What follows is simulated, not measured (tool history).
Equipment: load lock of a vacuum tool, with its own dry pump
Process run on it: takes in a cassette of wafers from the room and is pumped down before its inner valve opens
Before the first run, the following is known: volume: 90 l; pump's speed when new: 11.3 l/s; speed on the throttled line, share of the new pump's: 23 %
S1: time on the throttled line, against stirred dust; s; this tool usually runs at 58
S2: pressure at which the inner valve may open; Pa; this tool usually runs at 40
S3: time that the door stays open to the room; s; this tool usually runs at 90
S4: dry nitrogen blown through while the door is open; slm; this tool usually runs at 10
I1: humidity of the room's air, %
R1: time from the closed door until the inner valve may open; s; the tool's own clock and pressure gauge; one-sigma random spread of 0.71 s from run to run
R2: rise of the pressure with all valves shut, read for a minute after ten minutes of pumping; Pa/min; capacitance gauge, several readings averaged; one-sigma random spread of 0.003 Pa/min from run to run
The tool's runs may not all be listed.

run 1 day=0.000 | S1=58 S2=40 S3=90 S4=10 | I1=46.6 | R1=107.5 R2=0.030
run 2 day=12.504 | S1=58 S2=40 S3=28 S4=10 | I1=45.0 | R1=107.2 R2=0.010
run 3 day=34.025 | S1=58 S2=40 S3=28 S4=10 | I1=43.4 | R1=107.0 R2=0.013
-- day=45.700 door's seal changed, seat wiped
run 4 day=46.338 | S1=58 S2=40 S3=28 S4=10 | I1=44.5 | R1=107.3 R2=0.010
-- day=56.196 dry pump taken out, an overhauled one fitted
run 5 day=57.062 | S1=58 S2=40 S3=28 S4=10 | I1=47.6 | R1=107.7 R2=0.011
run 6 day=77.242 | S1=58 S2=40 S3=28 S4=10 | I1=43.8 | R1=106.0 R2=0.012
run 7 day=98.404 | S1=58 S2=40 S3=90 S4=10 | I1=47.0 | R1=107.9 R2=0.027
run 8 day=112.904 | S1=58 S2=40 S3=90 S4=10 | I1=44.8 | R1=107.6 R2=0.030
run 9 day=127.921 | S1=58 S2=40 S3=25 S4=10 | I1=49.2 | R1=107.6 R2=0.008
run 10 day=150.554 | S1=58 S2=40 S3=25 S4=10 | I1=47.2 | R1=107.3 R2=0.009
run 11 day=161.462 | S1=58 S2=40 S3=25 S4=10 | I1=44.0 | R1=107.6 R2=0.012
run 12 day=183.900 | S1=44 S2=40 S3=25 S4=10 | I1=45.0 | R1=96.6 R2=0.008
run 13 day=202.804 | S1=58 S2=40 S3=90 S4=9 | I1=43.1 | R1=107.4 R2=0.029
run 14 day=220.208 | S1=30 S2=40 S3=90 S4=10 | I1=44.7 | R1=84.9 R2=0.023
run 15 day=236.662 | S1=30 S2=40 S3=90 S4=10 | I1=45.1 | R1=85.8 R2=0.028
run 16 day=259.088 | S1=58 S2=40 S3=77 S4=10 | I1=43.6 | R1=107.7 R2=0.020
run 17 day=279.717 | S1=58 S2=40 S3=77 S4=10 | I1=46.0 | R1=107.5 R2=0.020
run 18 day=302.596 | S1=58 S2=40 S3=77 S4=10 | I1=45.6 | R1=106.6 R2=0.021
run 19 day=319.046 | S1=58 S2=40 S3=77 S4=10 | I1=46.7 | R1=108.0 R2=0.017
run 20 day=331.817 | S1=60 S2=29 S3=77 S4=10 | I1=48.7 | R1=110.1 R2=0.027
run 21 day=351.254 | S1=60 S2=29 S3=77 S4=26 | I1=42.2 | R1=111.1 R2=0.006
run 22 day=372.883 | S1=37 S2=31 S3=42 S4=26 | I1=40.8 | R1=92.5 R2=0.004
run 23 day=385.462 | S1=99 S2=62 S3=81 S4=9 | I1=45.1 | R1=135.3 R2=0.023
run 24 day=397.883 | S1=99 S2=62 S3=81 S4=9 | I1=49.4 | R1=136.7 R2=0.025
run 25 day=419.642 | S1=99 S2=62 S3=81 S4=9 | I1=39.3 | R1=134.8 R2=0.029
run 26 day=429.646 | S1=99 S2=62 S3=81 S4=9 | I1=47.0 | R1=135.2 R2=0.026
run 27 day=452.421 | S1=99 S2=62 S3=167 S4=9 | I1=45.5 | R1=134.9 R2=0.037
run 28 day=471.125 | S1=99 S2=62 S3=167 S4=11 | I1=47.0 | R1=133.7 R2=0.039
run 29 day=491.912 | S1=58 S2=42 S3=90 S4=12 | I1=45.9 | R1=107.0 R2=0.027
run 30 day=511.450 | S1=58 S2=42 S3=90 S4=12 | I1=41.4 | R1=106.7 R2=0.019
run 31 day=525.350 | S1=43 S2=45 S3=40 S4=26 | I1=44.7 | R1=94.3 R2=0.009
run 32 day=546.846 | S1=58 S2=40 S3=90 S4=7 | I1=43.7 | R1=107.8 R2=0.025
run 33 day=558.092 | S1=58 S2=40 S3=90 S4=7 | I1=45.3 | R1=107.5 R2=0.026
run 34 day=579.454 | S1=36 S2=40 S3=182 S4=21 | I1=48.9 | R1=90.7 R2=0.029
run 35 day=589.667 | S1=36 S2=40 S3=182 S4=21 | I1=41.9 | R1=89.8 R2=0.022
run 36 day=608.062 | S1=36 S2=40 S3=182 S4=21 | I1=41.4 | R1=89.4 R2=0.029
run 37 day=627.608 | S1=54 S2=40 S3=33 S4=10 | I1=44.5 | R1=103.7 R2=0.015

Below are 4 alternative next runs, each starting from the tool's condition after run 37. Predict each:
run A day=646.600 | S1=58 S2=39 S3=52 S4=7 | I1=48.6 | R1=? R2=?
run B day=646.600 | S1=54 S2=49 S3=36 S4=10 | I1=44.7 | R1=? R2=?
run C day=646.600 | S1=78 S2=34 S3=33 S4=10 | I1=44.6 | R1=? R2=?
run D day=646.600 | S1=82 S2=40 S3=33 S4=4 | I1=41.8 | R1=? R2=?

run=A R1=106.6 R2=0.020
run=B R1=103.0 R2=0.016
run=C R1=123.2 R2=0.014
run=D R1=124.5 R2=0.018
With no hidden state in the tool, these same runs would have given:
run=A R1=106.6 R2=0.019
run=B R1=102.9 R2=0.015
run=C R1=123.2 R2=0.013
run=D R1=124.5 R2=0.018
